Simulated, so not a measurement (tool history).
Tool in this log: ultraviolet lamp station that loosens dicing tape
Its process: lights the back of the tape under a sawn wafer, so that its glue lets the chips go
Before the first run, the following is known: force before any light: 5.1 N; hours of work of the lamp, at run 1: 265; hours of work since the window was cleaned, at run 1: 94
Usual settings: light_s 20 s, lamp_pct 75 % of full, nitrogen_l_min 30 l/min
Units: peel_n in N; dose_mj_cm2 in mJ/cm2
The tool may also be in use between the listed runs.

run	hour	light_s	lamp_pct	nitrogen_l_min	hours of work of the lamp	hours of work since the window was cleaned	peel_n	dose_mj_cm2
1	0.0	20	75	30	265	94	0.476	489
2	41.3	20	75	30	289	118	0.510	487
3	67.3	20	75	30	305	133	0.490	493
4	101.3	20	75	30	325	153	0.489	493
5	136.2	20	75	30	345	174	0.486	495
6	193.0	20	75	17	379	207	0.753	491
7	228.6	20	75	17	400	228	0.766	489
8	256.7	14	75	30	416	245	0.919	341
9	282.1	14	75	30	431	260	0.915	345
10	318.2	11	75	30	453	281	1.286	271
11	371.0	11	75	30	484	312	1.289	270
12	412.5	20	75	30	508	337	0.487	489
13	439.1	20	75	30	524	353	0.480	494
14	471.9	20	77	30	543	372	0.471	508
15	515.3	26	75	30	569	397	0.291	643
16	570.6	26	75	30	601	430	0.304	641
17	615.8	26	75	30	628	457	0.301	642
18	640.0	20	73	30	642	471	0.503	479
19	695.9	20	96	17	675	504	0.490	628
20	727.5	21	88	30	694	522	0.328	603
21	763.4	21	88	30	715	544	0.311	603
22	813.5	21	74	42	744	573	0.352	509
23	838.9	10	97	21	759	588	1.272	320
# hour 863.5: window cleaned of glue's vapour
24	869.4	20	94	27	777	4	0.349	616
25	915.0	13	84	56	804	30	0.615	360
26	968.4	11	73	52	835	62	1.017	260
27	1006.1	11	60	22	858	84	1.920	215
28	1034.7	15	66	18	874	101	1.346	320
29	1073.9	15	66	9	898	124	1.988	325
30	1101.0	21	92	30	914	140	0.307	630
31	1158.7	23	75	56	948	174	0.241	563
32	1189.9	23	75	56	966	192	0.239	565
33	1221.9	23	61	56	985	211	0.366	461
34	1252.1	20	71	30	1003	229	0.522	466
35	1292.0	20	98	17	1026	252	0.461	636

Across each entry between runs, compare the hidden state at the last listed run before it with the hidden state at the first listed run after it:
Logged between run 23 and run 24: window cleaned of glue's vapour (hour 863.5)
  light that the window lets through, % of a clean one's: 99.8 -> 100
